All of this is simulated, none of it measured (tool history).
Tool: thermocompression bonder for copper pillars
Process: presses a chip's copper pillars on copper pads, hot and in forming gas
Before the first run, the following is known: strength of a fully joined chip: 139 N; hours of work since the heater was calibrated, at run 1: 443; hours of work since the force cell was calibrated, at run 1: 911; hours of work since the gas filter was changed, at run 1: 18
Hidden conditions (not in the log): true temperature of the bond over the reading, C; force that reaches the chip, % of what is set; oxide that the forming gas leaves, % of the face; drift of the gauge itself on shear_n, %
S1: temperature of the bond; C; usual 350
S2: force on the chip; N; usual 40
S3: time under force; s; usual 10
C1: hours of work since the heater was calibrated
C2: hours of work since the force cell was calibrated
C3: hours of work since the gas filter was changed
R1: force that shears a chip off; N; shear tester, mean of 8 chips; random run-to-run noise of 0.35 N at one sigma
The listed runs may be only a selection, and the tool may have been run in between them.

run 1 hour=0 | S1=350 S2=40 S3=10 | C1=443 C2=911 C3=18 | R1=65.9
-- hour=36.6 force cell calibrated
run 2 hour=53.9 | S1=350 S2=40 S3=10 | C1=479 C2=12 C3=53 | R1=67.7
run 3 hour=88.9 | S1=350 S2=40 S3=10 | C1=503 C2=36 C3=77 | R1=66.4
run 4 hour=127.7 | S1=349 S2=40 S3=10 | C1=529 C2=62 C3=104 | R1=66.2
run 5 hour=152.7 | S1=349 S2=40 S3=10 | C1=546 C2=79 C3=121 | R1=65.1
run 6 hour=185.4 | S1=348 S2=40 S3=10 | C1=569 C2=101 C3=143 | R1=64.5
run 7 hour=224 | S1=348 S2=40 S3=10 | C1=595 C2=128 C3=169 | R1=63.3
run 8 hour=260 | S1=348 S2=40 S3=16 | C1=620 C2=152 C3=194 | R1=73.7
run 9 hour=301.8 | S1=348 S2=40 S3=16 | C1=648 C2=181 C3=222 | R1=72.8
run 10 hour=327.8 | S1=348 S2=45 S3=16 | C1=666 C2=199 C3=240 | R1=77.9
-- hour=378.5 forming gas filter changed
run 11 hour=384.7 | S1=348 S2=45 S3=16 | C1=704 C2=237 C3=4 | R1=84.4
run 12 hour=413.3 | S1=348 S2=45 S3=16 | C1=724 C2=257 C3=24 | R1=84.3
run 13 hour=456.6 | S1=348 S2=45 S3=16 | C1=753 C2=286 C3=53 | R1=83.1
run 14 hour=491.8 | S1=348 S2=45 S3=16 | C1=777 C2=310 C3=77 | R1=82.5
run 15 hour=522.5 | S1=350 S2=40 S3=10 | C1=798 C2=331 C3=98 | R1=66.6
run 16 hour=565.8 | S1=350 S2=40 S3=10 | C1=828 C2=361 C3=128 | R1=66.4
run 17 hour=612.6 | S1=350 S2=40 S3=10 | C1=860 C2=393 C3=160 | R1=65.1
run 18 hour=639.8 | S1=350 S2=33 S3=10 | C1=878 C2=411 C3=178 | R1=58.4
run 19 hour=694.7 | S1=350 S2=33 S3=10 | C1=916 C2=449 C3=216 | R1=57.6
run 20 hour=731.1 | S1=360 S2=25 S3=10 | C1=941 C2=473 C3=241 | R1=52
run 21 hour=756.2 | S1=360 S2=25 S3=10 | C1=958 C2=491 C3=258 | R1=51.1
-- hour=781.8 forming gas filter changed
run 22 hour=786.8 | S1=336 S2=36 S3=15 | C1=978 C2=511 C3=3 | R1=69.4
run 23 hour=828.1 | S1=336 S2=36 S3=15 | C1=1006 C2=539 C3=32 | R1=67.5
run 24 hour=874.2 | S1=336 S2=58 S3=10 | C1=1038 C2=571 C3=63 | R1=75.7
run 25 hour=917.6 | S1=347 S2=54 S3=6 | C1=1067 C2=600 C3=93 | R1=64.9
run 26 hour=961.4 | S1=326 S2=38 S3=18 | C1=1097 C2=630 C3=122 | R1=68.3
run 27 hour=984.9 | S1=349 S2=30 S3=29 | C1=1113 C2=646 C3=139 | R1=79.8
-- hour=990.6 heater calibrated with a thermocouple chip
run 28 hour=1012.8 | S1=345 S2=56 S3=29 | C1=15 C2=664 C3=156 | R1=102.3
run 29 hour=1057.5 | S1=339 S2=40 S3=5 | C1=46 C2=694 C3=187 | R1=47.7
run 30 hour=1090 | S1=339 S2=40 S3=5 | C1=68 C2=717 C3=209 | R1=47.8
run 31 hour=1138.9 | S1=339 S2=40 S3=5 | C1=101 C2=750 C3=242 | R1=46.5
run 32 hour=1164.9 | S1=345 S2=29 S3=7 | C1=119 C2=768 C3=260 | R1=44.9
-- hour=1185.8 forming gas filter changed
run 33 hour=1214.1 | S1=352 S2=36 S3=24 | C1=152 C2=801 C3=19 | R1=89.1
run 34 hour=1258.7 | S1=322 S2=37 S3=9 | C1=183 C2=831 C3=50 | R1=53.7
-- hour=1281.6 heater calibrated with a thermocouple chip, once more
run 35 hour=1308.3 | S1=350 S2=34 S3=7 | C1=18 C2=864 C3=82 | R1=51.1
run 36 hour=1353 | S1=350 S2=34 S3=7 | C1=49 C2=894 C3=113 | R1=50
run 37 hour=1381.6 | S1=350 S2=34 S3=7 | C1=68 C2=914 C3=132 | R1=50.1
-- hour=1415.8 force cell calibrated
run 38 hour=1415.8 | S1=339 S2=34 S3=26 | C1=91 C2=0 C3=154 | R1=74.7

5 options for the next run, each taken on its own from the tool as it stands now. Forecast them:
run A hour=1443.5 | S1=344 S2=40 S3=13 | C1=109 C2=19 C3=173 | R1=?
run B hour=1443.5 | S1=354 S2=50 S3=7 | C1=109 C2=19 C3=173 | R1=?
run C hour=1443.5 | S1=327 S2=39 S3=6 | C1=109 C2=19 C3=173 | R1=?
run D hour=1443.5 | S1=324 S2=34 S3=26 | C1=109 C2=19 C3=173 | R1=?
run E hour=1443.5 | S1=350 S2=28 S3=10 | C1=109 C2=19 C3=173 | R1=?

run=A R1=65.7
run=B R1=64.4
run=C R1=43.5
run=D R1=66.9
run=E R1=51.1
Without the tool's hidden state the same runs would have given:
run=A R1=70.5
run=B R1=69.1
run=C R1=46.7
run=D R1=71.8
run=E R1=54.8
